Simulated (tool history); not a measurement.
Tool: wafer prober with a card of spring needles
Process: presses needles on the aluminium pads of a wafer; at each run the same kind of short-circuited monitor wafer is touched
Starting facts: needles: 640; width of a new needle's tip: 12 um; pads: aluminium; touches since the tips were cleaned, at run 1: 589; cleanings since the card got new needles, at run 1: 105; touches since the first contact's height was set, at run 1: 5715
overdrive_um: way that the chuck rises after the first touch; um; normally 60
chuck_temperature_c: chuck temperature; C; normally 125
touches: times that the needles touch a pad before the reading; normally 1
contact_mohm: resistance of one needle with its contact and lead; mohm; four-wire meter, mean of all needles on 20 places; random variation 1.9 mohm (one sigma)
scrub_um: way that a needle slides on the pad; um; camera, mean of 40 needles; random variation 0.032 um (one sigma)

run,day,overdrive_um,chuck_temperature_c,touches,touches since the tips were cleaned,cleanings since the card got new needles,touches since the first contact's height was set,contact_mohm,scrub_um
1,0.000,60,125,1,589,105,5715,284,9.69
# day 0.308: tips cleaned on abrasive film
# day 0.667: tips cleaned on abrasive film
2,0.992,60,125,1,3271,107,15574,291,9.80
# day 1.079: tips cleaned on abrasive film
# day 1.496: tips cleaned on abrasive film
# day 1.871: tips cleaned on abrasive film
3,1.921,60,125,1,509,110,24780,281,9.65
# day 2.242: tips cleaned on abrasive film
# day 2.621: tips cleaned on abrasive film
4,2.758,60,125,1,1382,112,33101,284,9.63
# day 3.042: tips cleaned on abrasive film
5,3.196,60,125,1,1517,113,37408,285,9.57
# day 3.400: tips cleaned on abrasive film
# day 3.821: tips cleaned on abrasive film
# day 4.183: tips cleaned on abrasive film
6,4.262,60,125,1,765,116,47979,282,9.63
# day 4.550: tips cleaned on abrasive film
# day 4.912: tips cleaned on abrasive film
7,5.092,60,125,1,1797,118,56223,287,9.52
# day 5.308: tips cleaned on abrasive film
# day 5.733: tips cleaned on abrasive film
8,6.058,60,125,1,3266,120,65831,294,9.53
# day 6.133: tips cleaned on abrasive film
# day 6.483: tips cleaned on abrasive film
9,6.675,60,125,1,1941,122,71938,290,9.50
# day 6.850: tips cleaned on abrasive film
# day 7.225: tips cleaned on abrasive film
10,7.492,60,112,1,2701,124,80051,291,9.47
# day 7.596: tips cleaned on abrasive film
# day 7.962: tips cleaned on abrasive film
11,7.962,60,125,1,0,126,84686,280,9.44
# day 8.317: tips cleaned on abrasive film
# day 8.662: tips cleaned on abrasive film
12,8.842,46,125,3,1782,128,93400,292,7.12
# day 9.054: tips cleaned on abrasive film
# day 9.429: tips cleaned on abrasive film
# day 9.792: tips cleaned on abrasive film
13,9.792,70,63,2,0,131,102821,259,10.96
# day 10.162: tips cleaned on abrasive film
14,10.262,46,125,2,995,132,107485,295,7.06
# day 10.517: tips cleaned on abrasive film
15,10.854,43,125,2,3351,133,113366,309,6.45
# day 10.942: tips cleaned on abrasive film
# day 11.325: tips cleaned on abrasive film
16,11.421,43,70,1,951,135,118978,289,6.52
# day 11.729: tips cleaned on abrasive film
# day 12.121: tips cleaned on abrasive film
17,12.362,73,70,3,2395,137,128317,264,11.38
# day 12.512: tips cleaned on abrasive film
# day 12.888: tips cleaned on abrasive film
18,13.050,73,70,3,1623,139,135137,266,11.44
# day 13.108: height of the first contact set anew
# day 13.292: tips cleaned on abrasive film
19,13.538,43,42,1,2460,140,4258,294,6.95
# day 13.654: tips cleaned on abrasive film
# day 14.058: tips cleaned on abrasive film
20,14.133,43,42,1,767,142,10155,276,6.94
# day 14.438: tips cleaned on abrasive film
# day 14.796: tips cleaned on abrasive film
21,14.862,76,100,1,658,144,17356,267,12.32

Below are 3 alternative next runs, each starting from the tool's condition after run 21. Predict each:
# day 15.146: tips cleaned on abrasive film
# day 15.496: tips cleaned on abrasive film
A,15.496,60,34,1,0,146,23635,?,?
# day 15.146: tips cleaned on abrasive film
# day 15.496: tips cleaned on abrasive film
B,15.496,77,125,1,0,146,23635,?,?
# day 15.146: tips cleaned on abrasive film
# day 15.496: tips cleaned on abrasive film
C,15.496,76,115,1,0,146,23635,?,?

run,contact_mohm,scrub_um
A,252,9.67
B,275,12.54
C,273,12.30
The same runs, with their run-to-run variation unchanged, on a tool lacking any hidden condition would have given:
run,contact_mohm,scrub_um
A,246,9.79
B,270,12.65
C,268,12.41

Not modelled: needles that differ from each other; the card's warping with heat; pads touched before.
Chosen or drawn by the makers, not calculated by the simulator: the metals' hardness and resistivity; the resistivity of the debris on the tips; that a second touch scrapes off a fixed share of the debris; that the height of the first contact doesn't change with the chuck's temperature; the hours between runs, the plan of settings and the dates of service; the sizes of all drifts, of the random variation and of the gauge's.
